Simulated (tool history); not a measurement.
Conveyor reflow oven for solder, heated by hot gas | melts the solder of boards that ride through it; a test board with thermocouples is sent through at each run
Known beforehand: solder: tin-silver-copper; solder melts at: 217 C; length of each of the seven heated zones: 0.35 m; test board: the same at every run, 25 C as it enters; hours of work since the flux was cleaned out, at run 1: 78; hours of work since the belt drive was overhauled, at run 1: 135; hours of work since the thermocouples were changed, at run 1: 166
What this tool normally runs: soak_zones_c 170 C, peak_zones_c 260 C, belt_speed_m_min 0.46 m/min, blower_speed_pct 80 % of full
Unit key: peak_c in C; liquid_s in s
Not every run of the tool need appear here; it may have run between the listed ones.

run   hour  soak_zones_c  peak_zones_c  belt_speed_m_min  blower_speed_pct  hours of work since the flux was cleaned out  hours of work since the belt drive was overhauled  hours of work since the thermocouples were changed  peak_c  liquid_s
  1      0           170           260              0.46                80                                            78                                                135                                                 166   248.8      65.9
  2   30.1           170           260              0.46                80                                            99                                                155                                                 187   248.7      65.4
  3   48.5           170           260              0.46                80                                           112                                                168                                                 200   248.7      65.7
  4   65.9           170           260              0.46                80                                           124                                                180                                                 212   248.6      65.6
  5   94.7           170           260              0.46                80                                           143                                                200                                                 231   248.7      65.5
  6  124.8           170           260              0.46                80                                           164                                                221                                                 252   248.8      65.6
  7  146.4           170           260              0.46                80                                           179                                                235                                                 267   248.8      65.1
     154.1  -- flux residue cleaned out of gas plates and filters
  8  182.4           170           260              0.46                80                                            19                                                257                                                 288   248.7      65.4
  9  210.1           170           260              0.46                80                                            38                                                276                                                 307   248.7      65.4
 10    234           170           260              0.46                80                                            55                                                292                                                 324   248.6      65.4
 11  267.4           170           260              0.46                80                                            78                                                315                                                 347   248.7      65.6
 12  283.3           170           260              0.46                80                                            89                                                326                                                 358   248.9      65.3
 13    317           170           260             0.511                80                                           112                                                349                                                 381   245.8      55.4
 14  337.8           169           249             0.511                80                                           126                                                363                                                 395   236.1      44.9
 15  354.3           155           260              0.46                81                                           138                                                375                                                 406   247.1      58.5
 16  375.5           165           272             0.477                53                                           152                                                389                                                 421   248.9      57.9
 17  405.8           165           272             0.477                58                                           173                                                410                                                 442     251      60.5
     424.3  -- flux residue cleaned out of gas plates and filters
 18  439.7           165           272             0.477                58                                            11                                                430                                                 462     251      60.3
 19  463.8           179           272             0.477                58                                            27                                                447                                                 478   253.7        68
 20  488.1           162           262              0.46                69                                            44                                                463                                                 495   246.8      59.1
 21  506.1           170           248               0.4                72                                            56                                                476                                                 507   239.5        66

What does the tool deliver on the next run?
 22   522           184           249              0.46                80                                            67                                                487                                                 518       ?         ?

{"run 22": {"peak_c": 240.6, "liquid_s": 64.5}}
The same run, on a tool lacking any hidden state, would have yielded peak_c 240.6 C, liquid_s 64.5 s.
